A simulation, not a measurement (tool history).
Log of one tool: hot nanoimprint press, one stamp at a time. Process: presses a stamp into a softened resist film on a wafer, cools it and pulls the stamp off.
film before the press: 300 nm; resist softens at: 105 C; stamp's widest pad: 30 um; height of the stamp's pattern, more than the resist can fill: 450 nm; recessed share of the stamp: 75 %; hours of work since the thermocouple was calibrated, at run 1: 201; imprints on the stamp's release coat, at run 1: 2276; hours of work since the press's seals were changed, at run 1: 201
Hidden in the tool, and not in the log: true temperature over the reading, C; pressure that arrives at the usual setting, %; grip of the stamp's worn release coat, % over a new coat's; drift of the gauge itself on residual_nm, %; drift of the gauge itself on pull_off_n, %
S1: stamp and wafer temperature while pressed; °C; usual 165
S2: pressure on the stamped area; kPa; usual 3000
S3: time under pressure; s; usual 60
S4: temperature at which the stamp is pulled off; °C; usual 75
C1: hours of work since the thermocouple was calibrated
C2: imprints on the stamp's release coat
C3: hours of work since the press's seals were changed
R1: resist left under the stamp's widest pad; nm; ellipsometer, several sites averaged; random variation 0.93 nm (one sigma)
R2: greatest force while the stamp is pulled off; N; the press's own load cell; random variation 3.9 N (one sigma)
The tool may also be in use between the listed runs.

run	hour	S1	S2	S3	S4	C1	C2	C3	R1	R2
1	0	165	3000	60	75	201	2276	201	158.5	248
# hour 39.5: stamp cleaned and given a new release coat
2	50	165	3000	60	75	230	49	230	158.2	202
3	69.3	165	3000	60	75	243	139	243	160.6	195
4	105.9	165	3000	60	75	268	310	268	160.3	207
# hour 139.5: plate thermocouple calibrated
5	139.5	169	3000	60	75	0	453	288	134.3	197
6	181.9	169	3000	60	75	28	651	317	134.1	207
7	216.4	165	3000	75	75	52	813	340	145.1	213
8	262.8	165	3000	75	75	83	1030	371	144.6	214
9	307.1	165	3000	60	72	112	1237	401	156.7	237
10	348	165	2450	60	75	140	1428	428	171.2	228
11	374.2	165	2450	60	75	157	1551	446	172.2	231
12	412.3	165	2450	60	75	183	1729	471	173.6	233
13	455.9	165	2450	60	75	212	1933	500	174.9	238
14	499.5	165	3000	60	75	241	2137	530	161.4	250
15	532.2	165	2840	60	75	263	2290	552	165.6	247
# hour 568.6: stamp cleaned and given a new release coat
16	574.5	161	3820	37	80	288	27	576	189.4	178
# hour 579.9: plate thermocouple calibrated
17	609.9	161	3820	37	80	20	179	598	186.8	181
18	640.7	161	3820	37	80	41	323	618	188	184
19	673.3	161	3110	37	71	63	476	640	204.1	215
20	715.4	159	1830	52	75	91	672	668	233.8	210
21	750.9	159	1830	52	75	115	839	692	233.6	211
22	782	171	3390	94	75	135	984	713	103.4	209
23	808.2	171	3390	94	75	153	1107	731	103.5	230

Forecast run 24:
24	846.9	171	3390	94	75	179	1287	757	?	?

Run 24 gave R1 103.3 nm, R2 225 N.
Without the tool's hidden state the same run would have given R1 97.5 nm, R2 190 N.

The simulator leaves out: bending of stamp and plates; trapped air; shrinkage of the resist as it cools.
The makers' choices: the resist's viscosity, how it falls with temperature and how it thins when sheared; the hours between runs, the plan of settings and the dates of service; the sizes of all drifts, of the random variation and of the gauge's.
